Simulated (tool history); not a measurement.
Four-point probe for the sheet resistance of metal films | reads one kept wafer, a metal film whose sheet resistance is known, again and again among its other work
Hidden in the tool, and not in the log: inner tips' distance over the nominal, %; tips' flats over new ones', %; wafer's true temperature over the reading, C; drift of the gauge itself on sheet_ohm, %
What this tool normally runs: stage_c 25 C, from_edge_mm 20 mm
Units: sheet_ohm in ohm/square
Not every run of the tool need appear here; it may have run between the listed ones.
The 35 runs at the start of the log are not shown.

run	hour	stage_c	from_edge_mm	touches since the probe head was changed	hours of work since the stage's thermometer was calibrated	sheet_ohm
36	755.3	20	9	24795	249	0.040459
37	769.2	26	7	25012	259	0.040560
38	785.3	26	7	25265	271	0.040546
39	813.9	26	7	25714	293	0.040545
40	826.5	23	17	25912	302	0.040378
41	852.1	23	17	26314	321	0.040378
42	882.3	28	4	26788	344	0.040902
43	903.2	28	4	27116	359	0.040902
44	923.8	31	20	27439	374	0.040411

Forecast each of these 4 alternatives for the next run:
A	947.9	33	23	27818	392	?
B	947.9	34	20	27818	392	?
C	947.9	20	48	27818	392	?
D	947.9	28	20	27818	392	?

run	sheet_ohm
A	0.040407
B	0.040412
C	0.040352
D	0.040384
With no hidden state in the tool, these same runs would have given:
run	sheet_ohm
A	0.040463
B	0.040468
C	0.040406
D	0.040439
